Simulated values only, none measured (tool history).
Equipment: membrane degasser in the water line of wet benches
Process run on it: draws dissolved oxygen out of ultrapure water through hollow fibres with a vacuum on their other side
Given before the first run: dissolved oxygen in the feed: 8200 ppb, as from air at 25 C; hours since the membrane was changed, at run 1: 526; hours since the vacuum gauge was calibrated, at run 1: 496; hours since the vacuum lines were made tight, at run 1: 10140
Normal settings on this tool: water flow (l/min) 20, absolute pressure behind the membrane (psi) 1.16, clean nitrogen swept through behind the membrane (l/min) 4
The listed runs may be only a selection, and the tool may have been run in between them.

run,hour,water flow (l/min),absolute pressure behind the membrane (psi),clean nitrogen swept through behind the membrane (l/min),hours since the membrane was changed,hours since the vacuum gauge was calibrated,hours since the vacuum lines were made tight,dissolved oxygen in the water behind the degasser (ppb),pressure that the water loses in the fibres (psi)
1,0,20,1.16,4,526,496,10140,86.9,7.448
2,54.3,20,1.16,4,581,550,10194,85.5,7.481
3,119.3,20,1.16,4,646,615,10259,88.3,7.51
4,161.3,20,1.16,4,688,657,10301,88.5,7.497
5,221,20,1.16,4,747,717,10361,84.5,7.562
6,268.7,20,1.16,4,795,764,10409,88,7.475
7,297.7,20,1.16,4,824,793,10438,88.4,7.533
8,350.4,20,1.16,4,877,846,10490,87.6,7.458
9,413.7,20,1.16,4,940,909,10554,86.2,7.501
10,453,20,1.214,4,979,949,10593,92.7,7.526
11,519.4,20,1.401,4,1046,1015,10659,104.7,7.51
12,563.6,20,1.16,4,1090,1059,10704,87.5,7.532
13,627.6,20,1.748,4,1154,1123,10768,135.1,7.462
14,682.6,20,1.748,4,1209,1178,10823,138,7.452
15,710.2,21,1.16,4,1237,1206,10850,92.9,7.883
16,750.1,21,0.904,4,1276,1246,10890,71.1,7.941
17,803.5,20,2.628,4,1330,1299,10943,210.3,7.516
18,841.7,12,2.722,4.77,1368,1337,10982,105,4.482
19,875.1,23,0.982,6.51,1401,1371,11015,72.6,8.678
20,932.9,20,2.849,4,1459,1429,11073,226.1,7.487
21,983.3,15,1.16,2.6,1510,1479,11123,81.1,5.678
22,1037.1,21,1.16,7.86,1563,1533,11177,64.4,7.88
23,1066.1,26,0.699,4,1592,1562,11206,82.4,9.725
24,1097.5,12,0.699,4,1624,1593,11237,19.1,4.544
25,1140.7,12,0.699,4,1667,1636,11281,19,4.541
26,1196.7,20,2.274,2.66,1723,1692,11337,249.3,7.554
27,1233.5,15,1.993,2.21,1760,1729,11373,186.6,5.665
28,1289.2,15,1.993,2.21,1816,1785,11429,182.8,5.674
29,1348.3,22,1.036,2.03,1875,1844,11488,138,8.351
30,1399.2,22,1.036,2.03,1925,1895,11539,134,8.299
31,1438,15,2.731,9.75,1964,1934,11578,73.1,5.664
32,1474.2,15,2.731,9.75,2001,1970,11614,74.1,5.643
33,1521.8,16,1.16,4,2048,2018,11662,64,6.021

Below, some changes in dissolved oxygen in the water behind the degasser (ppb) between adjacent runs. For each, the amount present without the hidden state too (settings, incoming material, random variation) and the amount remaining for the hidden state with gauge scatter not shared by both compared results:
The tool's hidden condition here consists of: membrane still open, %; true pressure behind the membrane over the reading, kPa; air that leaks in behind the membrane, l/min; drift of the gauge itself on oxygen_ppb, %; drift of the gauge itself on loss_of_pressure_kpa, %.
Run 19 -> 20: water flow (l/min) 23 -> 20, absolute pressure behind the membrane (psi) 0.982 -> 2.849, clean nitrogen swept through behind the membrane (l/min) 6.51 -> 4. dissolved oxygen in the water behind the degasser (ppb) +153.5: hidden state +1, all else +152.5.
Run 20 -> 21: water flow (l/min) 20 -> 15, absolute pressure behind the membrane (psi) 2.849 -> 1.16, clean nitrogen swept through behind the membrane (l/min) 4 -> 2.6. dissolved oxygen in the water behind the degasser (ppb) -145: hidden state -1.4, all else -143.6.
Run 23 -> 24: water flow (l/min) 26 -> 12. dissolved oxygen in the water behind the degasser (ppb) -63.3: hidden state -2.1, all else -61.2.
Run 25 -> 26: water flow (l/min) 12 -> 20, absolute pressure behind the membrane (psi) 0.699 -> 2.274, clean nitrogen swept through behind the membrane (l/min) 4 -> 2.66. dissolved oxygen in the water behind the degasser (ppb) +230.3: hidden state +2.8, all else +227.5.
